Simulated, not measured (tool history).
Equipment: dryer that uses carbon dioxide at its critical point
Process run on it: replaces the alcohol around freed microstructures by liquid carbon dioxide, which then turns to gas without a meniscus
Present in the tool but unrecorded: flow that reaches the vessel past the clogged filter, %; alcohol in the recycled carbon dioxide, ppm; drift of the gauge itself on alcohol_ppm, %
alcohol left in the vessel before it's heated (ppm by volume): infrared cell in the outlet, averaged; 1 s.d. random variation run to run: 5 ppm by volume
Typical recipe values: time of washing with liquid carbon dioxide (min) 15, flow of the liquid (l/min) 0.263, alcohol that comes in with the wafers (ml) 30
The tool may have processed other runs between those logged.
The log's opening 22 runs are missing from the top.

run	hour	time of washing with liquid carbon dioxide (min)	flow of the liquid (l/min)	alcohol that comes in with the wafers (ml)	hours of work since the filter was changed	hours of work since the purifier's bed was changed	alcohol left in the vessel before it's heated (ppm by volume)
23	150.3	15	0.373	30	134	118	16
24	156.5	15	0.373	30	137	120	8
25	163.6	15	0.34	37	140	123	7
26	168	11	0.204	37	142	125	1195
27	176	14	0.231	49	145	129	259
28	180	14	0.231	49	147	130	262
29	185	13	0.231	49	149	133	399
30	192.9	13	0.231	49	153	136	409
31	196.9	15	0.307	70	154	138	43
32	203.8	9	0.259	78	157	141	2115
33	210.7	9	0.259	78	160	144	2100
34	217.9	10	0.263	68	163	147	1061
35	226.8	10	0.263	68	167	150	1055
36	230.8	10	0.27	36	169	152	496
37	235.4	15	0.26	66	171	154	117
38	241.4	16	0.263	34	173	157	42
39	248.6	14	0.207	86	176	160	913
40	256.7	15	0.165	30	180	163	772
41	262.8	10	0.165	47	182	166	4996
42	269.9	10	0.165	47	185	169	4944
43	275.8	13	0.223	30	188	171	324
44	279.9	9	0.223	41	190	173	2204
45	285.1	9	0.28	28	192	175	558
46	289.5	9	0.28	28	194	177	555
47	296	9	0.28	28	196	180	571

4 options for the next run, each taken on its own from the tool as it stands now. Forecast them:
A	299.9	21	0.425	72	198	182	?
B	299.9	21	0.28	28	198	182	?
C	299.9	15	0.165	71	198	182	?
D	299.9	24	0.333	22	198	182	?

run	alcohol left in the vessel before it's heated (ppm by volume)
A	17
B	6
C	1792
D	6
With no hidden state in the tool, these same runs would have given:
run	alcohol left in the vessel before it's heated (ppm by volume)
A	9
B	0
C	1211
D	0
